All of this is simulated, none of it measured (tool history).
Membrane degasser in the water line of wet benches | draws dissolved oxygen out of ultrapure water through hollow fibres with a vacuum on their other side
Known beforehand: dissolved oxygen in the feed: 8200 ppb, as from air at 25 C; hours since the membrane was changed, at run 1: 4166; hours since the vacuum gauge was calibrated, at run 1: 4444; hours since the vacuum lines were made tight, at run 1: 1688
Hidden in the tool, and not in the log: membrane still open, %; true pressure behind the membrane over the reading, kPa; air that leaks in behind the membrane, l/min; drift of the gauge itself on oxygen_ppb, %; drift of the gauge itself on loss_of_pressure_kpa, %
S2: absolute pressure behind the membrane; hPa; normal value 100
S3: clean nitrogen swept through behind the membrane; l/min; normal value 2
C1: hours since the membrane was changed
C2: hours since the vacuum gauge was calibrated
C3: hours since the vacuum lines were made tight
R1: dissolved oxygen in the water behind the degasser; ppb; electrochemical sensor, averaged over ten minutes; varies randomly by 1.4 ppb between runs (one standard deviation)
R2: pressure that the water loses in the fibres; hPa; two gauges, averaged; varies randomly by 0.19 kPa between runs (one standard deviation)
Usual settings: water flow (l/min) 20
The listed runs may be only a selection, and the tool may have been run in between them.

run 1 hour=0 | water_flow_(l/min)=20 S2=100 S3=2 | C1=4166 C2=4444 C3=1688 | R1=170.4 R2=409.8
run 2 hour=84.2 | water_flow_(l/min)=20 S2=100 S3=2 | C1=4250 C2=4529 C3=1772 | R1=173.4 R2=411.2
run 3 hour=135.6 | water_flow_(l/min)=28 S2=100 S3=2 | C1=4301 C2=4580 C3=1823 | R1=234.6 R2=572.8
run 4 hour=192.5 | water_flow_(l/min)=29 S2=100 S3=2 | C1=4358 C2=4637 C3=1880 | R1=248.3 R2=599.2
run 5 hour=238.3 | water_flow_(l/min)=15 S2=100 S3=2 | C1=4404 C2=4683 C3=1926 | R1=132 R2=308.6
run 6 hour=316.4 | water_flow_(l/min)=20 S2=100 S3=2 | C1=4482 C2=4761 C3=2004 | R1=174.8 R2=411.8
run 7 hour=402.5 | water_flow_(l/min)=20 S2=100 S3=2 | C1=4568 C2=4847 C3=2090 | R1=175.5 R2=411.9
run 8 hour=504 | water_flow_(l/min)=20 S2=100 S3=2 | C1=4670 C2=4948 C3=2192 | R1=174.8 R2=414.1
run 9 hour=585.7 | water_flow_(l/min)=20 S2=100 S3=2 | C1=4751 C2=5030 C3=2273 | R1=175.4 R2=409.8
run 10 hour=638.3 | water_flow_(l/min)=20 S2=100 S3=2 | C1=4804 C2=5083 C3=2326 | R1=175.3 R2=412.4
run 11 hour=681 | water_flow_(l/min)=20 S2=71 S3=2 | C1=4847 C2=5125 C3=2369 | R1=108.1 R2=413.4
run 12 hour=724.2 | water_flow_(l/min)=20 S2=71 S3=2 | C1=4890 C2=5168 C3=2412 | R1=108.4 R2=412.2
run 13 hour=790.4 | water_flow_(l/min)=20 S2=100 S3=2 | C1=4956 C2=5235 C3=2478 | R1=176.1 R2=413.2
run 14 hour=882.2 | water_flow_(l/min)=20 S2=100 S3=2 | C1=5048 C2=5327 C3=2570 | R1=174.6 R2=413.9
run 15 hour=940.1 | water_flow_(l/min)=20 S2=100 S3=2 | C1=5106 C2=5384 C3=2628 | R1=176.1 R2=411.6
run 16 hour=1028.2 | water_flow_(l/min)=20 S2=100 S3=2 | C1=5194 C2=5472 C3=2716 | R1=175.4 R2=409.8
run 17 hour=1115.5 | water_flow_(l/min)=20 S2=100 S3=2 | C1=5281 C2=5560 C3=2803 | R1=175.9 R2=414.5
run 18 hour=1163 | water_flow_(l/min)=20 S2=100 S3=2 | C1=5329 C2=5607 C3=2851 | R1=176.4 R2=412.6
run 19 hour=1242.6 | water_flow_(l/min)=20 S2=100 S3=2 | C1=5408 C2=5687 C3=2930 | R1=175.8 R2=413.6
run 20 hour=1306.6 | water_flow_(l/min)=15 S2=123 S3=5.49 | C1=5472 C2=5751 C3=2994 | R1=68.3 R2=308.1
-- hour=1376.4 vacuum gauge calibrated
run 21 hour=1410.6 | water_flow_(l/min)=15 S2=123 S3=5.49 | C1=5576 C2=34 C3=3098 | R1=64 R2=308.5
run 22 hour=1474.6 | water_flow_(l/min)=20 S2=87 S3=1.23 | C1=5640 C2=98 C3=3162 | R1=208.3 R2=414.2
run 23 hour=1533.3 | water_flow_(l/min)=31 S2=94 S3=1.59 | C1=5699 C2=157 C3=3221 | R1=276.9 R2=640.6
run 24 hour=1595 | water_flow_(l/min)=20 S2=100 S3=1.2 | C1=5760 C2=219 C3=3282 | R1=255.4 R2=414.3
run 25 hour=1651.1 | water_flow_(l/min)=20 S2=196 S3=5.24 | C1=5816 C2=275 C3=3338 | R1=157.2 R2=414.5
run 26 hour=1747.3 | water_flow_(l/min)=20 S2=162 S3=2 | C1=5913 C2=371 C3=3435 | R1=301.6 R2=416.9
run 27 hour=1811.8 | water_flow_(l/min)=25 S2=209 S3=4 | C1=5977 C2=435 C3=3499 | R1=267.4 R2=518.4
run 28 hour=1894.8 | water_flow_(l/min)=25 S2=209 S3=4 | C1=6060 C2=518 C3=3582 | R1=270.4 R2=518.2
run 29 hour=1981.4 | water_flow_(l/min)=19 S2=249 S3=2.97 | C1=6147 C2=605 C3=3669 | R1=330.3 R2=399.2
run 30 hour=2048.4 | water_flow_(l/min)=19 S2=249 S3=2.97 | C1=6214 C2=672 C3=3736 | R1=332.2 R2=394.6
run 31 hour=2109.7 | water_flow_(l/min)=20 S2=92 S3=2 | C1=6275 C2=733 C3=3797 | R1=149.3 R2=414.1

Consider 5 possible next runs. They are alternatives, not a sequence: every one starts from the tool as it was left by run 31. What does each give?
run A hour=2212.3 | water_flow_(l/min)=17 S2=230 S3=2.59 | C1=6377 C2=836 C3=3899 | R1=? R2=?
run B hour=2212.3 | water_flow_(l/min)=12 S2=68 S3=3.78 | C1=6377 C2=836 C3=3899 | R1=? R2=?
run C hour=2212.3 | water_flow_(l/min)=19 S2=100 S3=3.87 | C1=6377 C2=836 C3=3899 | R1=? R2=?
run D hour=2212.3 | water_flow_(l/min)=20 S2=92 S3=2.48 | C1=6377 C2=836 C3=3899 | R1=? R2=?
run E hour=2212.3 | water_flow_(l/min)=13 S2=92 S3=4.82 | C1=6377 C2=836 C3=3899 | R1=? R2=?

run=A R1=314.5 R2=356.5
run=B R1=31.1 R2=250.4
run=C R1=86 R2=395.8
run=D R1=120.6 R2=416.8
run=E R1=43 R2=271.6
What these runs would have given with no unlogged condition in the tool:
run=A R1=310.6 R2=344
run=B R1=29.7 R2=241.7
run=C R1=83.4 R2=381.9
run=D R1=117.2 R2=402.2
run=E R1=41.6 R2=262.1
